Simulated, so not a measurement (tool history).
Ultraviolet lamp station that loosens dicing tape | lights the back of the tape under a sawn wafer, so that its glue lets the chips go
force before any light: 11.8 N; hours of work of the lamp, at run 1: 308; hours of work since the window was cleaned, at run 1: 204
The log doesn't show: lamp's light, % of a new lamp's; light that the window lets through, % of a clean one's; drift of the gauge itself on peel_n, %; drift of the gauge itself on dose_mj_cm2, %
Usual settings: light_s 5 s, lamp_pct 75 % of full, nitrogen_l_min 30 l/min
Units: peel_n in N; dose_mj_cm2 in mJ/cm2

run,hour,light_s,lamp_pct,nitrogen_l_min,hours of work of the lamp,hours of work since the window was cleaned,peel_n,dose_mj_cm2
1,0,5,75,30,308,204,0.824,248
2,25.8,5,62,30,327,222,1.394,204
3,65.1,5,62,30,356,251,1.359,196
4,101.9,5,75,30,382,278,0.996,234
# hour 117: window cleaned of glue's vapour
5,118.5,5,75,30,394,1,1.153,216
6,144.6,5,75,30,413,20,1.18,213
7,182,5,75,12,440,47,2.188,204
8,209.3,5,75,12,460,67,2.317,201
9,247,5,69,12,487,94,2.732,183
10,265.9,5,81,30,501,108,1.206,209
11,302.2,5,81,30,527,134,1.283,201
12,331.2,5,81,30,548,155,1.411,200
# hour 346.7: window cleaned of glue's vapour, once more
13,347.8,5,81,30,560,1,0.625,278
14,385.2,5,81,30,587,28,0.69,281
15,408.1,2,75,36,604,45,3.607,102
16,437.9,3,98,30,625,66,1.49,194

Forecast each of these 5 alternatives for the next run:
A,458.3,5,75,17,640,81,?,?
B,458.3,3,81,50,640,81,?,?
C,458.3,3,63,30,640,81,?,?
D,458.3,6,92,48,640,81,?,?
E,458.3,4,98,30,640,81,?,?

run,peel_n,dose_mj_cm2
A,1.259,246
B,1.653,161
C,2.999,122
D,0.297,355
E,0.811,253
Without the tool's hidden state the same runs would have given:
run,peel_n,dose_mj_cm2
A,0.742,312
B,1.018,204
C,2.106,156
D,0.213,451
E,0.459,322
